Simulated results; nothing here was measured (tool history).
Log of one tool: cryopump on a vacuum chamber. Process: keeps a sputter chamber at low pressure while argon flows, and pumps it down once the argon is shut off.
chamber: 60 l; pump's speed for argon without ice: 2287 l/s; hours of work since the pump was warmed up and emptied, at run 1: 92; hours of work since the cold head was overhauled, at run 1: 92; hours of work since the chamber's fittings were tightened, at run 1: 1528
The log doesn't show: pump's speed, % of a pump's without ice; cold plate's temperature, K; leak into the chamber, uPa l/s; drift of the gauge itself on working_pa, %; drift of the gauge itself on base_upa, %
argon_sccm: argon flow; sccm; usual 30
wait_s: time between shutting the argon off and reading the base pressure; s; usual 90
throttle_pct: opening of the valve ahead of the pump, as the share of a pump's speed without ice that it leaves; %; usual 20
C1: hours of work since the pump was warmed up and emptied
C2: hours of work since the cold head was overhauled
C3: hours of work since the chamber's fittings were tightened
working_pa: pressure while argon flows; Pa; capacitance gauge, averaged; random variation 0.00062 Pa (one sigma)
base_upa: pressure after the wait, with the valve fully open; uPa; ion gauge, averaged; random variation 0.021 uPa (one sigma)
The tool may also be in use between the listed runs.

run 1 hour=0 | argon_sccm=30 wait_s=90 throttle_pct=20 | C1=92 C2=92 C3=1528 | working_pa=0.1119 base_upa=1.14
run 2 hour=16.6 | argon_sccm=30 wait_s=90 throttle_pct=20 | C1=103 C2=103 C3=1539 | working_pa=0.1123 base_upa=1.14
run 3 hour=28.9 | argon_sccm=30 wait_s=90 throttle_pct=20 | C1=111 C2=111 C3=1547 | working_pa=0.1122 base_upa=1.12
run 4 hour=47.3 | argon_sccm=30 wait_s=90 throttle_pct=20 | C1=123 C2=123 C3=1559 | working_pa=0.1119 base_upa=1.12
run 5 hour=62.2 | argon_sccm=30 wait_s=90 throttle_pct=20 | C1=133 C2=133 C3=1569 | working_pa=0.1103 base_upa=1.14
run 6 hour=80.3 | argon_sccm=21 wait_s=90 throttle_pct=20 | C1=145 C2=145 C3=1582 | working_pa=0.079 base_upa=1.17
run 7 hour=91 | argon_sccm=21 wait_s=90 throttle_pct=20 | C1=153 C2=153 C3=1589 | working_pa=0.0797 base_upa=1.15
run 8 hour=110.3 | argon_sccm=21 wait_s=90 throttle_pct=20 | C1=166 C2=166 C3=1602 | working_pa=0.079 base_upa=1.16
run 9 hour=126.1 | argon_sccm=21 wait_s=90 throttle_pct=51 | C1=176 C2=176 C3=1612 | working_pa=0.0313 base_upa=1.16
run 10 hour=136.5 | argon_sccm=23 wait_s=90 throttle_pct=20 | C1=183 C2=183 C3=1619 | working_pa=0.087 base_upa=1.19
run 11 hour=145.3 | argon_sccm=23 wait_s=90 throttle_pct=20 | C1=189 C2=189 C3=1625 | working_pa=0.0875 base_upa=1.17
run 12 hour=156.1 | argon_sccm=26 wait_s=90 throttle_pct=20 | C1=196 C2=196 C3=1632 | working_pa=0.0979 base_upa=1.2
run 13 hour=174.3 | argon_sccm=30 wait_s=121 throttle_pct=20 | C1=209 C2=209 C3=1645 | working_pa=0.114 base_upa=1.14
run 14 hour=184.9 | argon_sccm=38 wait_s=90 throttle_pct=20 | C1=216 C2=216 C3=1652 | working_pa=0.1451 base_upa=1.18
run 15 hour=196.9 | argon_sccm=38 wait_s=90 throttle_pct=20 | C1=224 C2=224 C3=1660 | working_pa=0.144 base_upa=1.18
run 16 hour=215.4 | argon_sccm=38 wait_s=90 throttle_pct=20 | C1=236 C2=236 C3=1672 | working_pa=0.1441 base_upa=1.24
run 17 hour=227.3 | argon_sccm=34 wait_s=81 throttle_pct=20 | C1=244 C2=244 C3=1680 | working_pa=0.1294 base_upa=1.27
run 18 hour=235.6 | argon_sccm=57 wait_s=81 throttle_pct=20 | C1=250 C2=250 C3=1686 | working_pa=0.2163 base_upa=1.29
run 19 hour=249.5 | argon_sccm=22 wait_s=90 throttle_pct=20 | C1=259 C2=259 C3=1695 | working_pa=0.0838 base_upa=1.3
run 20 hour=260.9 | argon_sccm=13 wait_s=90 throttle_pct=32 | C1=267 C2=267 C3=1703 | working_pa=0.0308 base_upa=1.24
run 21 hour=269.6 | argon_sccm=30 wait_s=243 throttle_pct=46 | C1=272 C2=272 C3=1709 | working_pa=0.0508 base_upa=1.06
run 22 hour=279.5 | argon_sccm=16 wait_s=59 throttle_pct=47 | C1=279 C2=279 C3=1715 | working_pa=0.0282 base_upa=1.42
run 23 hour=292.5 | argon_sccm=30 wait_s=21 throttle_pct=51 | C1=288 C2=288 C3=1724 | working_pa=0.0465 base_upa=2.33
run 24 hour=312.3 | argon_sccm=55 wait_s=141 throttle_pct=20 | C1=301 C2=301 C3=1737 | working_pa=0.209 base_upa=1.18

Forecast run 25:
run 25 hour=327.5 | argon_sccm=55 wait_s=141 throttle_pct=20 | C1=311 C2=311 C3=1747 | working_pa=? base_upa=?

Run 25 gave working_pa 0.2115 Pa, base_upa 1.19 uPa.
Without the tool's hidden state the same run would have given working_pa 0.2039 Pa, base_upa 0.35 uPa.
